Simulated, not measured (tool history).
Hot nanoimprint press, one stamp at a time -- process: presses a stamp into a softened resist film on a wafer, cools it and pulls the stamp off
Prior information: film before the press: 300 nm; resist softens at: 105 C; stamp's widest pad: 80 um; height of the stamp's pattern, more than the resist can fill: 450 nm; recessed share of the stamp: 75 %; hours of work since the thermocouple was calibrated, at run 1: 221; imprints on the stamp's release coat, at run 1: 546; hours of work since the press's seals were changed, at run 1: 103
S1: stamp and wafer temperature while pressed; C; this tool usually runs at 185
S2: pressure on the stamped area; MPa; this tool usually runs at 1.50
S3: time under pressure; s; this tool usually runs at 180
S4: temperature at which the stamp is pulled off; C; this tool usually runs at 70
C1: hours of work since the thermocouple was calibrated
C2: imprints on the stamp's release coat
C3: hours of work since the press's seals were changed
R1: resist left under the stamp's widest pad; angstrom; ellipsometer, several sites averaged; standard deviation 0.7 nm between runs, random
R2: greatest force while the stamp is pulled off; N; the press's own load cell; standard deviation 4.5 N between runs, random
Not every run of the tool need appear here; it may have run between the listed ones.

| run | hour | S1 | S2 | S3 | S4 | C1 | C2 | C3 | R1 | R2 |
|---|---|---|---|---|---|---|---|---|---|---|
| 1 | 0.0 | 185 | 1.50 | 180 | 70 | 221 | 546 | 103 | 1560 | 228 |
| 2 | 8.6 | 185 | 1.50 | 180 | 70 | 226 | 584 | 108 | 1573 | 217 |
| 3 | 16.1 | 185 | 1.50 | 180 | 70 | 231 | 616 | 113 | 1559 | 224 |
| 4 | 22.7 | 185 | 1.50 | 180 | 70 | 235 | 645 | 117 | 1557 | 225 |
|  | 32.8 | stamp cleaned and given a new release coat |
| 5 | 36.1 | 185 | 1.50 | 180 | 70 | 240 | 14 | 122 | 1565 | 222 |
| 6 | 43.0 | 185 | 2.25 | 180 | 70 | 245 | 44 | 127 | 1307 | 212 |
| 7 | 51.4 | 185 | 2.25 | 180 | 74 | 250 | 81 | 132 | 1300 | 196 |
| 8 | 57.4 | 185 | 2.25 | 180 | 74 | 254 | 107 | 136 | 1312 | 198 |
| 9 | 64.8 | 185 | 1.15 | 180 | 70 | 259 | 139 | 141 | 1738 | 226 |
| 10 | 70.5 | 185 | 1.15 | 180 | 70 | 263 | 164 | 145 | 1751 | 220 |
| 11 | 77.1 | 185 | 1.50 | 92 | 62 | 267 | 193 | 149 | 1954 | 268 |
| 12 | 87.6 | 177 | 1.32 | 92 | 62 | 274 | 239 | 156 | 2391 | 257 |
| 13 | 93.3 | 185 | 1.11 | 152 | 64 | 278 | 263 | 160 | 1856 | 250 |
| 14 | 100.2 | 185 | 1.11 | 144 | 61 | 282 | 294 | 164 | 1912 | 263 |

Below are 4 alternative next runs, each starting from the tool's condition after run 14. Predict each:
| A | 104.8 | 178 | 1.11 | 144 | 61 | 285 | 314 | 167 | ? | ? |
| B | 104.8 | 185 | 1.50 | 93 | 70 | 285 | 314 | 167 | ? | ? |
| C | 104.8 | 185 | 1.11 | 291 | 61 | 285 | 314 | 167 | ? | ? |
| D | 104.8 | 185 | 2.24 | 180 | 60 | 285 | 314 | 167 | ? | ? |

| run | R1 | R2 |
|---|---|---|
| A | 2258 | 263 |
| B | 1956 | 213 |
| C | 1509 | 268 |
| D | 1324 | 273 |
What these runs would have given with no unlogged condition in the tool:
| run | R1 | R2 |
|---|---|---|
| A | 2227 | 261 |
| B | 1928 | 212 |
| C | 1488 | 267 |
| D | 1305 | 271 |
